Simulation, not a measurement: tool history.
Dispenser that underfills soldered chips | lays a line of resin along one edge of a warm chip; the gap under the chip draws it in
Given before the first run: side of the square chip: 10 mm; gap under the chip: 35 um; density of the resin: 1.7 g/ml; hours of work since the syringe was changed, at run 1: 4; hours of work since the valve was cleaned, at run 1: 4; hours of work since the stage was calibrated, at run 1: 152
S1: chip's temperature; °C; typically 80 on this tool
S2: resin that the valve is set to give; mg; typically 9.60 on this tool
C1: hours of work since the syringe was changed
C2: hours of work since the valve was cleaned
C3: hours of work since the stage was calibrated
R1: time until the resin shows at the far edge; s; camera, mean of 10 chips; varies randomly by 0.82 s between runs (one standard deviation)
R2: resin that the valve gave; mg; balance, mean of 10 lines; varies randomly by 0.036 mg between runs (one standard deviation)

run  hour  S1     S2  C1  C2   C3     R1     R2
  1   0.0  80   9.60   4   4  152   91.6   9.49
  2   3.0  80   9.60   7   7  155  103.5   9.55
  3   7.9  81   9.60  11  11  158  115.3   9.53
      8.7  -- new syringe of resin
  4  12.9  93   9.60   3  14  162   59.2   9.51
  5  15.7  93   9.60   5  16  164   65.8   9.42
  6  20.1  93   9.60   9  20  168   74.1   9.47
     23.1  -- new syringe of resin
  7  24.6  69   9.60   1  23  171  108.9   9.48
  8  27.5  80  12.12   3  25  173   85.1  11.96
  9  31.9  95  11.91   7  28  176   64.5  11.75
 10  35.4  95  11.91   9  31  179   71.7  11.70
     37.5  -- new syringe of resin
 11  39.2  75  12.49   1  34  182   89.0  12.27
 12  42.0  75  12.49   3  36  184   98.3  12.28
 13  45.2  75  12.49   6  38  186  107.7  12.32

Each row is a separate what-if for the run after 13, all from the same tool condition, not one after another. Results?
  A  48.0  80   9.51   8  40  188   ?   ?
  B  48.0  72  11.32   8  40  188   ?   ?
  C  48.0  94  12.49   8  40  188   ?   ?
  D  48.0  75   8.44   8  40  188   ?   ?

run     R1     R2
  A  105.6   9.27
  B  131.3  11.02
  C   68.8  12.18
  D  126.8   8.25
With the hidden condition removed and each run's random variation left untouched, the same runs would have given:
run    R1     R2
  A  77.0   9.47
  B  95.9  11.26
  C  50.2  12.44
  D  92.2   8.43

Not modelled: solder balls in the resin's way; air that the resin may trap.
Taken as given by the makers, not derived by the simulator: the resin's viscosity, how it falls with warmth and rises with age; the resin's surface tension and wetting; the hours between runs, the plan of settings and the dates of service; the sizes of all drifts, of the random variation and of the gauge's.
